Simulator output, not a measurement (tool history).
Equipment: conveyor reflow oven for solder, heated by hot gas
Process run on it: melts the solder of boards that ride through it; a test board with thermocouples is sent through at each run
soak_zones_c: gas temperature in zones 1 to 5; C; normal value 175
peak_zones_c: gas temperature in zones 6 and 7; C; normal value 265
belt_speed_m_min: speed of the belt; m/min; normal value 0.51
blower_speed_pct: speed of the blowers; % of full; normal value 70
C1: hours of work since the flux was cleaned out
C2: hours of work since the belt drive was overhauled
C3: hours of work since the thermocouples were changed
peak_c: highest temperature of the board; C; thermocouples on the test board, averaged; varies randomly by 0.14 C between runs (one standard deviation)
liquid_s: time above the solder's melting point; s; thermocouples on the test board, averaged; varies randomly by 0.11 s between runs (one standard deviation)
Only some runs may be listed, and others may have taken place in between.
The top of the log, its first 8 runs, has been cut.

run 9 hour=141 | soak_zones_c=175 peak_zones_c=265 belt_speed_m_min=0.51 blower_speed_pct=50 | C1=111 C2=314 C3=454 | peak_c=246.5 liquid_s=47.6
run 10 hour=166.5 | soak_zones_c=175 peak_zones_c=265 belt_speed_m_min=0.51 blower_speed_pct=50 | C1=131 C2=334 C3=474 | peak_c=246.1 liquid_s=47.5
run 11 hour=185.5 | soak_zones_c=175 peak_zones_c=265 belt_speed_m_min=0.51 blower_speed_pct=50 | C1=146 C2=349 C3=489 | peak_c=246.2 liquid_s=47.8
run 12 hour=202.7 | soak_zones_c=170 peak_zones_c=265 belt_speed_m_min=0.51 blower_speed_pct=70 | C1=159 C2=363 C3=502 | peak_c=252.1 liquid_s=52.3
run 13 hour=225.7 | soak_zones_c=175 peak_zones_c=265 belt_speed_m_min=0.51 blower_speed_pct=70 | C1=177 C2=381 C3=520 | peak_c=252.7 liquid_s=54.3
run 14 hour=238.2 | soak_zones_c=175 peak_zones_c=265 belt_speed_m_min=0.51 blower_speed_pct=70 | C1=187 C2=390 C3=530 | peak_c=252.8 liquid_s=54.5
run 15 hour=257.1 | soak_zones_c=175 peak_zones_c=265 belt_speed_m_min=0.51 blower_speed_pct=70 | C1=202 C2=405 C3=545 | peak_c=252.7 liquid_s=54.3
run 16 hour=281.8 | soak_zones_c=175 peak_zones_c=265 belt_speed_m_min=0.51 blower_speed_pct=70 | C1=221 C2=425 C3=564 | peak_c=252.7 liquid_s=54.4
run 17 hour=300.4 | soak_zones_c=175 peak_zones_c=265 belt_speed_m_min=0.51 blower_speed_pct=70 | C1=236 C2=439 C3=579 | peak_c=252.7 liquid_s=54.3
run 18 hour=313 | soak_zones_c=161 peak_zones_c=274 belt_speed_m_min=0.51 blower_speed_pct=54 | C1=246 C2=449 C3=589 | peak_c=252.8 liquid_s=48.6
run 19 hour=325.9 | soak_zones_c=163 peak_zones_c=269 belt_speed_m_min=0.428 blower_speed_pct=65 | C1=256 C2=459 C3=599 | peak_c=258 liquid_s=65.3
run 20 hour=346.2 | soak_zones_c=163 peak_zones_c=264 belt_speed_m_min=0.428 blower_speed_pct=61 | C1=272 C2=475 C3=615 | peak_c=252.6 liquid_s=61
-- hour=352.3 flux residue cleaned out of gas plates and filters
run 21 hour=363 | soak_zones_c=163 peak_zones_c=259 belt_speed_m_min=0.56 blower_speed_pct=61 | C1=8 C2=485 C3=624 | peak_c=239.8 liquid_s=35.3
run 22 hour=376.7 | soak_zones_c=175 peak_zones_c=255 belt_speed_m_min=0.51 blower_speed_pct=70 | C1=19 C2=495 C3=635 | peak_c=243.8 liquid_s=48.2
-- hour=391.1 thermocouples of zones 6 and 7 changed
run 23 hour=401.3 | soak_zones_c=175 peak_zones_c=255 belt_speed_m_min=0.51 blower_speed_pct=70 | C1=37 C2=513 C3=8 | peak_c=243.8 liquid_s=48.4
run 24 hour=427.3 | soak_zones_c=175 peak_zones_c=255 belt_speed_m_min=0.51 blower_speed_pct=70 | C1=57 C2=533 C3=28 | peak_c=243.8 liquid_s=48.4
run 25 hour=438.4 | soak_zones_c=175 peak_zones_c=255 belt_speed_m_min=0.51 blower_speed_pct=70 | C1=66 C2=542 C3=37 | peak_c=243.9 liquid_s=48.4
run 26 hour=463.7 | soak_zones_c=175 peak_zones_c=280 belt_speed_m_min=0.584 blower_speed_pct=70 | C1=86 C2=562 C3=57 | peak_c=261.8 liquid_s=50.9
run 27 hour=486.4 | soak_zones_c=162 peak_zones_c=265 belt_speed_m_min=0.558 blower_speed_pct=58 | C1=104 C2=580 C3=75 | peak_c=243.8 liquid_s=37.8
run 28 hour=500.1 | soak_zones_c=184 peak_zones_c=275 belt_speed_m_min=0.51 blower_speed_pct=70 | C1=115 C2=591 C3=86 | peak_c=262.8 liquid_s=62.2
run 29 hour=522.8 | soak_zones_c=184 peak_zones_c=275 belt_speed_m_min=0.51 blower_speed_pct=70 | C1=132 C2=608 C3=103 | peak_c=263.1 liquid_s=62.5
run 30 hour=547.8 | soak_zones_c=184 peak_zones_c=255 belt_speed_m_min=0.51 blower_speed_pct=54 | C1=152 C2=628 C3=123 | peak_c=241.3 liquid_s=47.4
run 31 hour=572.6 | soak_zones_c=170 peak_zones_c=268 belt_speed_m_min=0.454 blower_speed_pct=51 | C1=171 C2=648 C3=143 | peak_c=252.1 liquid_s=57.6

4 options for the next run, each taken on its own from the tool as it stands now. Forecast them:
run A hour=588.9 | soak_zones_c=170 peak_zones_c=257 belt_speed_m_min=0.454 blower_speed_pct=51 | C1=184 C2=660 C3=155 | peak_c=? liquid_s=?
run B hour=588.9 | soak_zones_c=174 peak_zones_c=278 belt_speed_m_min=0.504 blower_speed_pct=70 | C1=184 C2=660 C3=155 | peak_c=? liquid_s=?
run C hour=588.9 | soak_zones_c=166 peak_zones_c=271 belt_speed_m_min=0.51 blower_speed_pct=55 | C1=184 C2=660 C3=155 | peak_c=? liquid_s=?
run D hour=588.9 | soak_zones_c=175 peak_zones_c=264 belt_speed_m_min=0.51 blower_speed_pct=67 | C1=184 C2=660 C3=155 | peak_c=? liquid_s=?

run=A peak_c=242.3 liquid_s=49.7
run=B peak_c=264.6 liquid_s=60.8
run=C peak_c=251.7 liquid_s=49.5
run=D peak_c=251.3 liquid_s=52.9
What these runs would have given with no unlogged condition in the tool:
run=A peak_c=242.4 liquid_s=49.7
run=B peak_c=264.7 liquid_s=60.8
run=C peak_c=251.7 liquid_s=49.5
run=D peak_c=251.3 liquid_s=52.9
